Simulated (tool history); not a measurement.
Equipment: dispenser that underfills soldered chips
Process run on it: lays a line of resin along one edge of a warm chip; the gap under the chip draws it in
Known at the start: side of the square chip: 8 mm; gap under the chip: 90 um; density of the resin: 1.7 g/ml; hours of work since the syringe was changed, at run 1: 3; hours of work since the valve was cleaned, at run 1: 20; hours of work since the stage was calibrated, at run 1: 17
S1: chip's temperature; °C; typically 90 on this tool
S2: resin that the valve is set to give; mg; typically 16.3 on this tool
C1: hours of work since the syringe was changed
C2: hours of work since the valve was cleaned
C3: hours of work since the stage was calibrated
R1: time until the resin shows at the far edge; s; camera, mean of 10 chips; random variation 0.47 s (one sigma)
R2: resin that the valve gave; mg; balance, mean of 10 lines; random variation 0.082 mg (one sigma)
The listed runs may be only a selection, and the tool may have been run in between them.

run	day	S1	S2	C1	C2	C3	R1	R2
1	0.000	90	16.3	3	20	17	38.8	16.01
# day 0.242: new syringe of resin
2	0.371	90	16.3	2	25	22	37.6	16.02
# day 0.662: new syringe of resin
3	0.825	90	16.3	2	32	29	38.4	16.05
# day 1.058: new syringe of resin
4	1.367	76	16.3	5	40	37	76.1	15.82
# day 1.446: new syringe of resin
# day 1.850: new syringe of resin
5	1.904	90	14.6	1	48	45	37.9	14.19
# day 2.267: new syringe of resin
6	2.433	90	16.3	3	56	53	39.5	15.73
# day 2.658: new syringe of resin
7	2.762	90	15.7	2	61	58	38.1	15.13
# day 3.038: new syringe of resin
8	3.133	90	16.3	1	66	63	38.1	15.66
# day 3.433: new syringe of resin
9	3.433	90	16.3	0	71	68	35.5	15.63
# day 3.825: new syringe of resin
10	3.971	90	16.3	2	79	76	37.3	15.66
# day 4.217: new syringe of resin
11	4.475	90	17.3	4	86	83	40.5	16.43
# day 4.621: new syringe of resin
12	4.812	90	17.3	3	91	88	39.3	16.47
# day 5.004: new syringe of resin
13	5.288	93	20.4	4	99	96	35.9	19.20
# day 5.400: dispensing valve cleaned and set on the balance
# day 5.454: new syringe of resin
14	5.779	90	19.6	5	6	102	40.7	19.51
# day 5.862: new syringe of resin
15	6.196	79	17.6	5	12	108	69.2	17.45
# day 6.271: new syringe of resin
# day 6.679: new syringe of resin
16	6.704	79	17.6	0	19	116	57.8	17.42
17	6.983	79	17.6	5	23	120	66.7	17.40
# day 7.092: new syringe of resin
18	7.454	105	17.8	6	31	127	23.2	17.46
# day 7.488: new syringe of resin
# day 7.896: new syringe of resin
19	7.967	100	18.0	1	38	135	24.5	17.66
# day 8.312: new syringe of resin
20	8.483	100	18.0	3	46	142	25.2	17.42
# day 8.717: new syringe of resin
21	8.792	90	17.6	1	50	147	37.6	17.06
# day 9.142: new syringe of resin
22	9.188	90	17.6	1	56	153	35.6	16.96

What if the next run were any one of these 5? Each begins from the tool's condition after run 22:
# day 9.529: new syringe of resin
A	9.529	99	15.7	0	61	158	?	?
# day 9.529: new syringe of resin
B	9.529	76	17.4	0	61	158	?	?
# day 9.529: new syringe of resin
C	9.529	81	16.3	0	61	158	?	?
# day 9.529: new syringe of resin
D	9.529	85	17.6	0	61	158	?	?
# day 9.529: new syringe of resin
E	9.529	82	18.3	0	61	158	?	?

run	R1	R2
A	25.5	14.93
B	66.1	16.70
C	53.8	15.68
D	44.5	16.93
E	51.7	17.65
With no hidden state in the tool, these same runs would have given:
run	R1	R2
A	25.2	15.49
B	65.5	17.31
C	53.2	16.27
D	44.1	17.55
E	51.3	18.31
